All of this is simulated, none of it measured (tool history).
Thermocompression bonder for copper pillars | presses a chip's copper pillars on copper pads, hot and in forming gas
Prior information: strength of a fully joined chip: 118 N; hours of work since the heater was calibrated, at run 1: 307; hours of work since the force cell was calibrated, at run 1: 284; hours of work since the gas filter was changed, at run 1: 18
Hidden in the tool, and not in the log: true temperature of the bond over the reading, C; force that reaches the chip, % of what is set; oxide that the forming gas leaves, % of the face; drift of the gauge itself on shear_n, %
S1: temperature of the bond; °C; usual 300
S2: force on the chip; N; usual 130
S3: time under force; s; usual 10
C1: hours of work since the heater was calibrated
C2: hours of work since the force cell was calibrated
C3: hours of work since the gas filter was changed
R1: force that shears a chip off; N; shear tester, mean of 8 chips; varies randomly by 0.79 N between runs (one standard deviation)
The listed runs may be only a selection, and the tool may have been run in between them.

run,hour,S1,S2,S3,C1,C2,C3,R1
1,0.0,300,130,10,307,284,18,65.5
2,6.0,300,130,10,310,287,21,64.7
3,15.1,300,130,6,315,293,27,52.3
4,21.7,300,130,17,319,297,31,76.3
5,30.7,300,130,11,325,302,36,64.6
6,37.2,300,111,10,329,306,40,55.2
7,50.6,275,115,11,336,314,48,42.4
8,64.2,322,83,10,344,322,56,54.7
9,71.5,314,150,10,349,326,60,84.3
10,83.2,281,179,7,356,333,67,60.4
11,91.0,271,155,7,360,337,72,46.3
12,104.8,271,155,7,368,346,80,46.2

Predict each of these 3 candidate next runs independently; none follows another, all start after run 12:
A,118.8,273,158,15,377,354,88,?
B,118.8,278,79,19,377,354,88,?
C,118.8,271,79,17,377,354,88,?

run,R1
A,62.2
B,36.0
C,31.6
Take away the tool's hidden state, keep each run's random variation, and the runs would have read:
run,R1
A,58.5
B,33.4
C,29.1
